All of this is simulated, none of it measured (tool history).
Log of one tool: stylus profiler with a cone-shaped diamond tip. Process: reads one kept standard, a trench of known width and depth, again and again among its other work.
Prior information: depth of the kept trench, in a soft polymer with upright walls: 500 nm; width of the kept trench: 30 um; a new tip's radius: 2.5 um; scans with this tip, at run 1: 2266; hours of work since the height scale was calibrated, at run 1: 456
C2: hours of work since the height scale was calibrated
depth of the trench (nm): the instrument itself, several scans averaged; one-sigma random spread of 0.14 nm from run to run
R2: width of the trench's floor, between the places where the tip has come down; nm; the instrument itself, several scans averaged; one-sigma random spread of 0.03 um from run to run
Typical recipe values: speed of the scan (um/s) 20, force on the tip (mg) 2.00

run 1 hour=0.0 | speed_of_the_scan_(um/s)=20 force_on_the_tip_(mg)=2.00 | scans_with_this_tip=2266 C2=456 | depth_of_the_trench_(nm)=505.39 R2=26120
run 2 hour=22.0 | speed_of_the_scan_(um/s)=20 force_on_the_tip_(mg)=2.00 | scans_with_this_tip=2328 C2=468 | depth_of_the_trench_(nm)=505.28 R2=26130
run 3 hour=48.6 | speed_of_the_scan_(um/s)=20 force_on_the_tip_(mg)=2.00 | scans_with_this_tip=2402 C2=483 | depth_of_the_trench_(nm)=505.29 R2=26070
run 4 hour=59.4 | speed_of_the_scan_(um/s)=20 force_on_the_tip_(mg)=2.00 | scans_with_this_tip=2432 C2=489 | depth_of_the_trench_(nm)=505.18 R2=26050
run 5 hour=71.2 | speed_of_the_scan_(um/s)=20 force_on_the_tip_(mg)=2.00 | scans_with_this_tip=2466 C2=496 | depth_of_the_trench_(nm)=505.15 R2=26070
run 6 hour=88.7 | speed_of_the_scan_(um/s)=20 force_on_the_tip_(mg)=2.00 | scans_with_this_tip=2515 C2=506 | depth_of_the_trench_(nm)=505.07 R2=26000
run 7 hour=115.1 | speed_of_the_scan_(um/s)=20 force_on_the_tip_(mg)=2.00 | scans_with_this_tip=2588 C2=520 | depth_of_the_trench_(nm)=505.30 R2=26030
run 8 hour=128.7 | speed_of_the_scan_(um/s)=20 force_on_the_tip_(mg)=2.71 | scans_with_this_tip=2627 C2=528 | depth_of_the_trench_(nm)=506.74 R2=26060
run 9 hour=142.1 | speed_of_the_scan_(um/s)=20 force_on_the_tip_(mg)=2.71 | scans_with_this_tip=2664 C2=536 | depth_of_the_trench_(nm)=506.51 R2=25990
run 10 hour=164.6 | speed_of_the_scan_(um/s)=20 force_on_the_tip_(mg)=2.71 | scans_with_this_tip=2727 C2=548 | depth_of_the_trench_(nm)=506.35 R2=25980
run 11 hour=191.0 | speed_of_the_scan_(um/s)=20 force_on_the_tip_(mg)=4.74 | scans_with_this_tip=2801 C2=563 | depth_of_the_trench_(nm)=509.88 R2=25960
run 12 hour=203.4 | speed_of_the_scan_(um/s)=20 force_on_the_tip_(mg)=4.74 | scans_with_this_tip=2836 C2=570 | depth_of_the_trench_(nm)=509.85 R2=26000
run 13 hour=229.0 | speed_of_the_scan_(um/s)=20 force_on_the_tip_(mg)=3.66 | scans_with_this_tip=2908 C2=585 | depth_of_the_trench_(nm)=508.09 R2=25950
run 14 hour=244.5 | speed_of_the_scan_(um/s)=20 force_on_the_tip_(mg)=2.00 | scans_with_this_tip=2951 C2=593 | depth_of_the_trench_(nm)=505.43 R2=25860
run 15 hour=257.8 | speed_of_the_scan_(um/s)=22 force_on_the_tip_(mg)=2.00 | scans_with_this_tip=2988 C2=601 | depth_of_the_trench_(nm)=505.23 R2=25890
run 16 hour=269.9 | speed_of_the_scan_(um/s)=22 force_on_the_tip_(mg)=2.00 | scans_with_this_tip=3022 C2=608 | depth_of_the_trench_(nm)=505.24 R2=25890
run 17 hour=294.8 | speed_of_the_scan_(um/s)=64 force_on_the_tip_(mg)=2.00 | scans_with_this_tip=3092 C2=622 | depth_of_the_trench_(nm)=504.94 R2=25550
run 18 hour=307.5 | speed_of_the_scan_(um/s)=64 force_on_the_tip_(mg)=2.00 | scans_with_this_tip=3127 C2=629 | depth_of_the_trench_(nm)=505.02 R2=25540
run 19 hour=333.2 | speed_of_the_scan_(um/s)=64 force_on_the_tip_(mg)=2.00 | scans_with_this_tip=3199 C2=643 | depth_of_the_trench_(nm)=504.91 R2=25490
run 20 hour=356.4 | speed_of_the_scan_(um/s)=20 force_on_the_tip_(mg)=2.00 | scans_with_this_tip=3265 C2=656 | depth_of_the_trench_(nm)=505.02 R2=25790
run 21 hour=373.8 | speed_of_the_scan_(um/s)=7 force_on_the_tip_(mg)=2.00 | scans_with_this_tip=3313 C2=666 | depth_of_the_trench_(nm)=504.95 R2=25880
run 22 hour=389.2 | speed_of_the_scan_(um/s)=7 force_on_the_tip_(mg)=2.00 | scans_with_this_tip=3356 C2=675 | depth_of_the_trench_(nm)=504.85 R2=25820
run 23 hour=415.3 | speed_of_the_scan_(um/s)=7 force_on_the_tip_(mg)=2.00 | scans_with_this_tip=3429 C2=690 | depth_of_the_trench_(nm)=504.89 R2=25840
run 24 hour=438.1 | speed_of_the_scan_(um/s)=66 force_on_the_tip_(mg)=3.99 | scans_with_this_tip=3493 C2=702 | depth_of_the_trench_(nm)=508.35 R2=25530
run 25 hour=456.4 | speed_of_the_scan_(um/s)=52 force_on_the_tip_(mg)=1.02 | scans_with_this_tip=3544 C2=713 | depth_of_the_trench_(nm)=502.88 R2=25390
run 26 hour=472.0 | speed_of_the_scan_(um/s)=28 force_on_the_tip_(mg)=1.02 | scans_with_this_tip=3588 C2=722 | depth_of_the_trench_(nm)=502.61 R2=25600
run 27 hour=487.7 | speed_of_the_scan_(um/s)=28 force_on_the_tip_(mg)=1.02 | scans_with_this_tip=3632 C2=730 | depth_of_the_trench_(nm)=502.68 R2=25580
run 28 hour=514.1 | speed_of_the_scan_(um/s)=60 force_on_the_tip_(mg)=1.20 | scans_with_this_tip=3706 C2=745 | depth_of_the_trench_(nm)=503.04 R2=25320
run 29 hour=534.8 | speed_of_the_scan_(um/s)=78 force_on_the_tip_(mg)=1.92 | scans_with_this_tip=3764 C2=757 | depth_of_the_trench_(nm)=504.68 R2=25200
run 30 hour=552.7 | speed_of_the_scan_(um/s)=14 force_on_the_tip_(mg)=0.84 | scans_with_this_tip=3814 C2=767 | depth_of_the_trench_(nm)=502.05 R2=25600
run 31 hour=577.1 | speed_of_the_scan_(um/s)=22 force_on_the_tip_(mg)=3.11 | scans_with_this_tip=3883 C2=781 | depth_of_the_trench_(nm)=506.85 R2=25600
run 32 hour=588.5 | speed_of_the_scan_(um/s)=7 force_on_the_tip_(mg)=1.01 | scans_with_this_tip=3915 C2=787 | depth_of_the_trench_(nm)=502.49 R2=25690
run 33 hour=608.9 | speed_of_the_scan_(um/s)=7 force_on_the_tip_(mg)=4.40 | scans_with_this_tip=3972 C2=799 | depth_of_the_trench_(nm)=508.76 R2=25700
run 34 hour=625.4 | speed_of_the_scan_(um/s)=20 force_on_the_tip_(mg)=2.56 | scans_with_this_tip=4018 C2=808 | depth_of_the_trench_(nm)=505.78 R2=25590
run 35 hour=648.8 | speed_of_the_scan_(um/s)=6 force_on_the_tip_(mg)=4.14 | scans_with_this_tip=4083 C2=821 | depth_of_the_trench_(nm)=508.38 R2=25630
run 36 hour=667.4 | speed_of_the_scan_(um/s)=49 force_on_the_tip_(mg)=1.43 | scans_with_this_tip=4136 C2=832 | depth_of_the_trench_(nm)=503.48 R2=25290
run 37 hour=692.8 | speed_of_the_scan_(um/s)=14 force_on_the_tip_(mg)=2.84 | scans_with_this_tip=4207 C2=846 | depth_of_the_trench_(nm)=506.14 R2=25560
run 38 hour=718.0 | speed_of_the_scan_(um/s)=20 force_on_the_tip_(mg)=1.99 | scans_with_this_tip=4277 C2=860 | depth_of_the_trench_(nm)=504.60 R2=25510
run 39 hour=744.5 | speed_of_the_scan_(um/s)=20 force_on_the_tip_(mg)=1.99 | scans_with_this_tip=4352 C2=875 | depth_of_the_trench_(nm)=504.36 R2=25510
run 40 hour=758.8 | speed_of_the_scan_(um/s)=5 force_on_the_tip_(mg)=0.81 | scans_with_this_tip=4392 C2=883 | depth_of_the_trench_(nm)=501.90 R2=25510
run 41 hour=780.2 | speed_of_the_scan_(um/s)=6 force_on_the_tip_(mg)=5.48 | scans_with_this_tip=4452 C2=895 | depth_of_the_trench_(nm)=510.51 R2=25610
run 42 hour=807.1 | speed_of_the_scan_(um/s)=20 force_on_the_tip_(mg)=5.21 | scans_with_this_tip=4527 C2=910 | depth_of_the_trench_(nm)=509.98 R2=25510
run 43 hour=823.6 | speed_of_the_scan_(um/s)=20 force_on_the_tip_(mg)=5.21 | scans_with_this_tip=4573 C2=920 | depth_of_the_trench_(nm)=510.06 R2=25460
run 44 hour=848.6 | speed_of_the_scan_(um/s)=20 force_on_the_tip_(mg)=5.21 | scans_with_this_tip=4643 C2=934 | depth_of_the_trench_(nm)=509.80 R2=25480
run 45 hour=866.2 | speed_of_the_scan_(um/s)=19 force_on_the_tip_(mg)=1.63 | scans_with_this_tip=4693 C2=944 | depth_of_the_trench_(nm)=503.69 R2=25360
run 46 hour=878.0 | speed_of_the_scan_(um/s)=19 force_on_the_tip_(mg)=4.58 | scans_with_this_tip=4726 C2=950 | depth_of_the_trench_(nm)=508.86 R2=25440

What if the next run were any one of these 4? Each begins from the tool's condition after run 46:
run A hour=896.0 | speed_of_the_scan_(um/s)=45 force_on_the_tip_(mg)=3.81 | scans_with_this_tip=4776 C2=960 | depth_of_the_trench_(nm)=? R2=?
run B hour=896.0 | speed_of_the_scan_(um/s)=20 force_on_the_tip_(mg)=3.51 | scans_with_this_tip=4776 C2=960 | depth_of_the_trench_(nm)=? R2=?
run C hour=896.0 | speed_of_the_scan_(um/s)=8 force_on_the_tip_(mg)=1.47 | scans_with_this_tip=4776 C2=960 | depth_of_the_trench_(nm)=? R2=?
run D hour=896.0 | speed_of_the_scan_(um/s)=15 force_on_the_tip_(mg)=1.76 | scans_with_this_tip=4776 C2=960 | depth_of_the_trench_(nm)=? R2=?

run=A depth_of_the_trench_(nm)=507.85 R2=25290
run=B depth_of_the_trench_(nm)=507.06 R2=25430
run=C depth_of_the_trench_(nm)=503.08 R2=25450
run=D depth_of_the_trench_(nm)=504.02 R2=25420
Without the tool's hidden state the same runs would have given:
run=A depth_of_the_trench_(nm)=509.44 R2=26780
run=B depth_of_the_trench_(nm)=508.65 R2=26910
run=C depth_of_the_trench_(nm)=504.66 R2=26930
run=D depth_of_the_trench_(nm)=505.60 R2=26910
